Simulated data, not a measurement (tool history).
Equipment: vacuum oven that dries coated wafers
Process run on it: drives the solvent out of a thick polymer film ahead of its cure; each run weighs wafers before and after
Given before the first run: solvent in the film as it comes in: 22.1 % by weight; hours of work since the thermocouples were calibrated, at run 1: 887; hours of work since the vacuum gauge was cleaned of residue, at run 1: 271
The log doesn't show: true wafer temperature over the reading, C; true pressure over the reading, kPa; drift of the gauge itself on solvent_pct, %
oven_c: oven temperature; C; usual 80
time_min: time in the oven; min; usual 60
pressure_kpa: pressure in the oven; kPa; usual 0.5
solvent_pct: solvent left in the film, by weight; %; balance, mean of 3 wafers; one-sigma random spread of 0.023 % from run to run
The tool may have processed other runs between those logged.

run	hour	oven_c	time_min	pressure_kpa	hours of work since the thermocouples were calibrated	hours of work since the vacuum gauge was cleaned of residue	solvent_pct
1	0	80	60	0.5	887	271	1.86
2	12.5	80	60	0.5	893	277	1.83
3	23.2	80	60	1.238	898	282	2.15
4	36.3	80	60	1.238	904	289	2.18
5	51.7	80	60	1.238	912	296	2.15
6	61	80	60	1.238	916	300	2.17
# hour 66.4: oven's thermocouples calibrated
7	72.1	80	60	1.238	3	305	2.85
8	80.3	80	60	1.623	7	309	3.04
9	88.5	80	60	0.5	10	312	2.49
10	99.9	80	60	0.5	16	318	2.48
11	113.5	80	32	0.5	22	324	6.04
12	125.7	80	72	0.5	28	330	1.76
# hour 128.5: vacuum gauge cleaned of residue and calibrated
13	138.1	80	72	0.5	33	5	1.79
14	144.3	80	60	1.081	36	7	2.75
15	155.8	80	60	1.081	42	13	2.78
16	167	80	60	0.25	47	18	2.4
17	180.9	80	60	0.25	54	25	2.38
18	195.3	93	81	0.432	61	32	0.24
19	207.9	93	81	0.432	66	38	0.24
# hour 210.5: vacuum gauge cleaned of residue and calibrated, once more
20	220.7	70	79	0.444	72	5	5.18
21	228	70	79	0.444	75	8	5.19
22	237.5	85	44	1.018	80	13	2.28
23	252.8	84	104	0.5	87	20	0.4
24	262.7	84	104	0.5	92	25	0.32
25	271.4	84	104	0.5	96	29	0.34
26	286.1	84	104	0.5	103	36	0.35
27	298.2	84	104	0.887	109	42	0.52
28	307.5	84	104	0.887	113	46	0.52
29	319.6	73	76	0.5	119	52	3.91
30	326	73	50	0.859	122	55	6.7
31	333	80	100	0.5	125	58	0.78

5 options for the next run, each taken on its own from the tool as it stands now. Forecast them:
A	340.1	80	100	1.823	129	62	?
B	340.1	83	92	0.416	129	62	?
C	340.1	74	60	0.565	129	62	?
D	340.1	78	78	1.001	129	62	?
E	340.1	86	87	0.5	129	62	?

run	solvent_pct
A	1.45
B	0.5
C	4.91
D	2.19
E	0.37
Take away the tool's hidden state, keep each run's random variation, and the runs would have read:
run	solvent_pct
A	1.47
B	0.51
C	5
D	2.25
E	0.37
